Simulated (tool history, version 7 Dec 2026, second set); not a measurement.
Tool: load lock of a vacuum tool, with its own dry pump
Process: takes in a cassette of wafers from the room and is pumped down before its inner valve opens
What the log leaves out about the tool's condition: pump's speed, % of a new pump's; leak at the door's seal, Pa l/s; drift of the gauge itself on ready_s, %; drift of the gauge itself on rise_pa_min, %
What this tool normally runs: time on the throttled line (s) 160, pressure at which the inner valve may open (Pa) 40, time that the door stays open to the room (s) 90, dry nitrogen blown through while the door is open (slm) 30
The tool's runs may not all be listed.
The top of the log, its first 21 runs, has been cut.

run,hour,time on the throttled line (s),pressure at which the inner valve may open (Pa),time that the door stays open to the room (s),dry nitrogen blown through while the door is open (slm),hours that the pump has run since its overhaul,times that the door has closed on its seal,"incoming humidity of the room's air, %",time from the closed door until the inner valve may open (s),rise of the pressure with all valves shut (Pa/min)
22,5323.1,181,72,34,30,19207,42564,44.9,274.9,0.019
23,5673,134,56,45,30,19557,43641,40.5,245.5,0.02
24,5850.8,105,40,63,30,19735,44188,47.3,235,0.027
25,6195.5,88,40,63,30,20079,45249,46.1,220.9,0.026
26,6559.5,88,40,63,30,20443,46370,42.2,222.2,0.024
27,6874.6,88,40,47,37,20759,47340,45.3,221,0.02
28,7098.5,88,40,47,37,20982,48029,41.2,221.8,0.021
29,7366.6,88,40,47,37,21251,48855,46.8,218.1,0.024
30,7563.5,88,45,47,37,21447,49461,45,219.4,0.021
31,7914.4,112,45,44,37,21798,50541,47.2,237.3,0.017
# hour 8178.8: door's seal changed, seat wiped
32,8200.1,112,45,44,37,22083,66,47.2,235.5,0.017
33,8359.1,85,36,90,30,22242,555,46.2,221.2,0.023
34,8684,86,36,90,30,22567,1556,47,220.1,0.028
35,8909.2,134,40,96,30,22792,2249,43.5,253.8,0.026
36,9171.7,88,40,90,30,23054,3057,44.8,219.8,0.031
37,9469.8,157,37,90,29,23352,3975,46.9,269.9,0.03
38,9698.8,252,36,88,5,23581,4680,45.8,342.1,0.047

Predict each of these 3 candidate next runs independently; none follows another, all start after run 38:
A,10009.3,160,44,223,30,23892,5635,45.5,?,?
B,10009.3,91,54,90,5,23892,5635,46.1,?,?
C,10009.3,95,36,88,45,23892,5635,43.1,?,?

run,time from the closed door until the inner valve may open (s),rise of the pressure with all valves shut (Pa/min)
A,272.2,0.045
B,216.3,0.041
C,228.4,0.02
With no hidden state in the tool, these same runs would have given:
run,time from the closed door until the inner valve may open (s),rise of the pressure with all valves shut (Pa/min)
A,272,0.045
B,216.1,0.04
C,228.1,0.02
